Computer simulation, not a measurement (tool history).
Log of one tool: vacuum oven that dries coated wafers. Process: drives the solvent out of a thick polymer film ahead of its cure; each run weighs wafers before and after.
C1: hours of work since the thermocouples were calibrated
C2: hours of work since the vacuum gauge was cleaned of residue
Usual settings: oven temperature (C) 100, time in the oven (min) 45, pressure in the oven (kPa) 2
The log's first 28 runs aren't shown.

run 29 hour=285 | oven_temperature_(C)=100 time_in_the_oven_(min)=40 pressure_in_the_oven_(kPa)=1.43 | C1=79 C2=269 | solvent_left_in_the_film_(%)=3.77
run 30 hour=298.7 | oven_temperature_(C)=100 time_in_the_oven_(min)=40 pressure_in_the_oven_(kPa)=1.43 | C1=86 C2=276 | solvent_left_in_the_film_(%)=3.78
run 31 hour=308.2 | oven_temperature_(C)=95 time_in_the_oven_(min)=64 pressure_in_the_oven_(kPa)=2.47 | C1=91 C2=281 | solvent_left_in_the_film_(%)=3.62
run 32 hour=315.4 | oven_temperature_(C)=103 time_in_the_oven_(min)=47 pressure_in_the_oven_(kPa)=1.04 | C1=95 C2=285 | solvent_left_in_the_film_(%)=2.42
run 33 hour=324.3 | oven_temperature_(C)=103 time_in_the_oven_(min)=47 pressure_in_the_oven_(kPa)=4.97 | C1=99 C2=289 | solvent_left_in_the_film_(%)=3.73
run 34 hour=331.6 | oven_temperature_(C)=100 time_in_the_oven_(min)=38 pressure_in_the_oven_(kPa)=1.88 | C1=103 C2=293 | solvent_left_in_the_film_(%)=4.14
run 35 hour=341.2 | oven_temperature_(C)=100 time_in_the_oven_(min)=45 pressure_in_the_oven_(kPa)=1.91 | C1=108 C2=298 | solvent_left_in_the_film_(%)=3.52
run 36 hour=354.2 | oven_temperature_(C)=100 time_in_the_oven_(min)=45 pressure_in_the_oven_(kPa)=1.91 | C1=114 C2=304 | solvent_left_in_the_film_(%)=3.48
run 37 hour=366.7 | oven_temperature_(C)=108 time_in_the_oven_(min)=43 pressure_in_the_oven_(kPa)=1.85 | C1=121 C2=310 | solvent_left_in_the_film_(%)=2.01
run 38 hour=381.1 | oven_temperature_(C)=106 time_in_the_oven_(min)=45 pressure_in_the_oven_(kPa)=2 | C1=128 C2=318 | solvent_left_in_the_film_(%)=2.27
run 39 hour=389.6 | oven_temperature_(C)=95 time_in_the_oven_(min)=45 pressure_in_the_oven_(kPa)=1.96 | C1=132 C2=322 | solvent_left_in_the_film_(%)=4.7
run 40 hour=399.6 | oven_temperature_(C)=100 time_in_the_oven_(min)=43 pressure_in_the_oven_(kPa)=4.35 | C1=137 C2=327 | solvent_left_in_the_film_(%)=4.51
run 41 hour=413.8 | oven_temperature_(C)=105 time_in_the_oven_(min)=45 pressure_in_the_oven_(kPa)=2 | C1=144 C2=334 | solvent_left_in_the_film_(%)=2.47
run 42 hour=420.3 | oven_temperature_(C)=100 time_in_the_oven_(min)=61 pressure_in_the_oven_(kPa)=5.76 | C1=148 C2=338 | solvent_left_in_the_film_(%)=3.97
run 43 hour=428.9 | oven_temperature_(C)=100 time_in_the_oven_(min)=61 pressure_in_the_oven_(kPa)=5.76 | C1=152 C2=342 | solvent_left_in_the_film_(%)=3.98
run 44 hour=440.1 | oven_temperature_(C)=106 time_in_the_oven_(min)=58 pressure_in_the_oven_(kPa)=2 | C1=158 C2=348 | solvent_left_in_the_film_(%)=1.62
run 45 hour=447.6 | oven_temperature_(C)=101 time_in_the_oven_(min)=58 pressure_in_the_oven_(kPa)=5.55 | C1=162 C2=351 | solvent_left_in_the_film_(%)=3.77
run 46 hour=454.5 | oven_temperature_(C)=93 time_in_the_oven_(min)=49 pressure_in_the_oven_(kPa)=5.55 | C1=165 C2=355 | solvent_left_in_the_film_(%)=6.34
run 47 hour=469.2 | oven_temperature_(C)=113 time_in_the_oven_(min)=33 pressure_in_the_oven_(kPa)=2.35 | C1=172 C2=362 | solvent_left_in_the_film_(%)=2.02

Forecast each of these 4 alternatives for the next run:
run A hour=481.9 | oven_temperature_(C)=108 time_in_the_oven_(min)=45 pressure_in_the_oven_(kPa)=2.01 | C1=179 C2=369 | solvent_left_in_the_film_(%)=?
run B hour=481.9 | oven_temperature_(C)=113 time_in_the_oven_(min)=33 pressure_in_the_oven_(kPa)=1.13 | C1=179 C2=369 | solvent_left_in_the_film_(%)=?
run C hour=481.9 | oven_temperature_(C)=113 time_in_the_oven_(min)=81 pressure_in_the_oven_(kPa)=6.13 | C1=179 C2=369 | solvent_left_in_the_film_(%)=?
run D hour=481.9 | oven_temperature_(C)=100 time_in_the_oven_(min)=72 pressure_in_the_oven_(kPa)=3.67 | C1=179 C2=369 | solvent_left_in_the_film_(%)=?

run=A solvent_left_in_the_film_(%)=1.92
run=B solvent_left_in_the_film_(%)=1.72
run=C solvent_left_in_the_film_(%)=1.81
run=D solvent_left_in_the_film_(%)=2.73
Without the tool's hidden state the same runs would have given:
run=A solvent_left_in_the_film_(%)=1.88
run=B solvent_left_in_the_film_(%)=1.68
run=C solvent_left_in_the_film_(%)=1.78
run=D solvent_left_in_the_film_(%)=2.68
